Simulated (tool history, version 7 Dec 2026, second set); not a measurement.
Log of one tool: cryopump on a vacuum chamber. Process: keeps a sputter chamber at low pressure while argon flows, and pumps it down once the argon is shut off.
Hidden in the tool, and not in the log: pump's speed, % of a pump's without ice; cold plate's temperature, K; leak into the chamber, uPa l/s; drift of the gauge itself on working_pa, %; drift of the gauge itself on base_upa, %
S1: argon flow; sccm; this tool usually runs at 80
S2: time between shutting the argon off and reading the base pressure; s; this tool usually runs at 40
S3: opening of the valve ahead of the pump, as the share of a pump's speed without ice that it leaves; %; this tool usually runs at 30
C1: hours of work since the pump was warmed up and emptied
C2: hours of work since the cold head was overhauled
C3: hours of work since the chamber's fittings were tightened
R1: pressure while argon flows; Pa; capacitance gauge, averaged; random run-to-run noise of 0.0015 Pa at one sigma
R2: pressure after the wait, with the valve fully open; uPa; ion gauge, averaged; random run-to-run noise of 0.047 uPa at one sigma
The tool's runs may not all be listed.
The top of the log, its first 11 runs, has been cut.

Run 12, hour 308.3: usual settings; C1 114; C2 541; C3 363. Result: R1 0.3709 Pa, R2 3.15 uPa.
Run 13, hour 336.3: usual settings; C1 134; C2 561; C3 383. Result: R1 0.3762 Pa, R2 3.01 uPa.
Run 14, hour 373.9: usual settings but S3 20 %; C1 161; C2 588; C3 409. Result: R1 0.5543 Pa, R2 3.17 uPa.
Run 15, hour 411.7: usual settings but S1 58 sccm; C1 187; C2 615; C3 436. Result: R1 0.2733 Pa, R2 3.23 uPa.
Run 16, hour 446.4: usual settings but S1 58 sccm; C1 212; C2 639; C3 461. Result: R1 0.2737 Pa, R2 3.33 uPa.
Run 17, hour 480.5: usual settings but S1 58 sccm; C1 236; C2 664; C3 485. Result: R1 0.2744 Pa, R2 3.27 uPa.
Run 18, hour 506.0: usual settings but S1 58 sccm; C1 254; C2 682; C3 503. Result: R1 0.2764 Pa, R2 3.35 uPa.
Run 19, hour 534.1: usual settings but S1 84 sccm, S2 55 s, S3 39 %; C1 274; C2 702; C3 523. Result: R1 0.3182 Pa, R2 2.56 uPa.
Run 20, hour 565.0: usual settings but S1 84 sccm, S2 46 s, S3 35 %; C1 296; C2 724; C3 545. Result: R1 0.3533 Pa, R2 2.98 uPa.
Run 21, hour 582.6: usual settings but S1 34 sccm, S3 49 %; C1 309; C2 736; C3 557. Result: R1 0.1041 Pa, R2 3.36 uPa.
Run 22, hour 602.1: usual settings but S1 34 sccm, S3 49 %; C1 323; C2 750; C3 571. Result: R1 0.1034 Pa, R2 3.40 uPa.
Run 23, hour 628.9: usual settings but S2 57 s, S3 22 %; C1 342; C2 769; C3 590. Result: R1 0.5231 Pa, R2 2.65 uPa.
Run 24, hour 665.3: usual settings but S1 89 sccm, S2 202 s, S3 28 %; C1 368; C2 795; C3 616. Result: R1 0.4647 Pa, R2 1.40 uPa.
Run 25, hour 684.5: usual settings but S2 173 s, S3 36 %; C1 381; C2 808; C3 630. Result: R1 0.3329 Pa, R2 1.47 uPa.
Run 26, hour 711.1: usual settings but S1 63 sccm, S2 29 s, S3 36 %; C1 400; C2 827; C3 649. Result: R1 0.2618 Pa, R2 4.46 uPa.
Run 27, hour 733.7: usual settings but S1 63 sccm, S2 29 s, S3 36 %; C1 416; C2 843; C3 665. Result: R1 0.2675 Pa, R2 4.43 uPa.
At hour 754.6: pump warmed up, emptied and cooled again.
Run 28, hour 774.3: usual settings but S1 65 sccm, S2 73 s, S3 32 %; C1 14; C2 869; C3 690. Result: R1 0.2809 Pa, R2 2.13 uPa.
Run 29, hour 798.7: usual settings but S1 116 sccm, S2 79 s; C1 31; C2 886; C3 707. Result: R1 0.5347 Pa, R2 2.07 uPa.
Run 30, hour 814.7: usual settings but S1 116 sccm, S2 79 s; C1 43; C2 897; C3 719. Result: R1 0.5368 Pa, R2 2.06 uPa.
Run 31, hour 836.7: usual settings but S1 116 sccm, S2 79 s; C1 58; C2 913; C3 734. Result: R1 0.5353 Pa, R2 2.12 uPa.
Run 32, hour 862.8: usual settings but S1 50 sccm, S2 133 s; C1 77; C2 932; C3 753. Result: R1 0.2307 Pa, R2 1.60 uPa.
Run 33, hour 879.1: usual settings but S1 109 sccm, S2 282 s, S3 36 %; C1 88; C2 943; C3 765. Result: R1 0.4258 Pa, R2 1.22 uPa.

Consider 3 possible next runs. They are alternatives, not a sequence: every one starts from the tool as it was left by run 33. What does each give?
Run A, hour 915.3: usual settings but S1 71 sccm, S2 282 s, S3 36 %; C1 114; C2 969; C3 790. Result: R1 ?, R2 ?.
Run B, hour 915.3: usual settings but S1 129 sccm, S2 38 s, S3 27 %; C1 114; C2 969; C3 790. Result: R1 ?, R2 ?.
Run C, hour 915.3: usual settings but S3 56 %; C1 114; C2 969; C3 790. Result: R1 ?, R2 ?.

run      R1    R2
  A  0.2781  1.22
  B  0.6684  3.64
  C  0.2042  3.37
Take away the tool's hidden state, keep each run's random variation, and the runs would have read:
run      R1    R2
  A  0.2692  0.58
  B  0.6522  2.99
  C  0.1942  2.75
